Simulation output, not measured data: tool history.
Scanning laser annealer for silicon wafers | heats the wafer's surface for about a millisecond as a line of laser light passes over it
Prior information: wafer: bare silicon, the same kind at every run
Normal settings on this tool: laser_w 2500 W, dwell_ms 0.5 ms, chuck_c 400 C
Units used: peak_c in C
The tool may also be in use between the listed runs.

| run | hour | laser_w | dwell_ms | chuck_c | peak_c |
|---|---|---|---|---|---|
| 1 | 0 | 2500 | 0.5 | 400 | 1192 |
| 2 | 4.7 | 2500 | 0.5 | 400 | 1194 |
| 3 | 9.4 | 2500 | 0.5 | 383 | 1172 |
| 4 | 16.6 | 2210 | 0.5 | 383 | 1084 |
| 5 | 22.2 | 2210 | 0.5 | 383 | 1077 |
| 6 | 30 | 2210 | 0.5 | 383 | 1077 |
| 7 | 40.1 | 2210 | 0.5 | 383 | 1085 |
| 8 | 46.4 | 2210 | 0.5 | 383 | 1082 |
| 9 | 56.9 | 2210 | 0.5 | 383 | 1081 |
| 10 | 64.1 | 2210 | 0.5 | 394 | 1090 |
| 11 | 70 | 2128 | 0.5 | 394 | 1065 |
|  | 75.5 | optics aligned, line set to its width |
| 12 | 80.4 | 2128 | 0.5 | 394 | 1062 |

What does the tool deliver on the next run?
| 13 | 85.1 | 2279 | 0.481 | 417 | ? |

{"run 13": {"peak_c": 1123}}
With no hidden state in the tool, this same run would have given peak_c 1141 C.
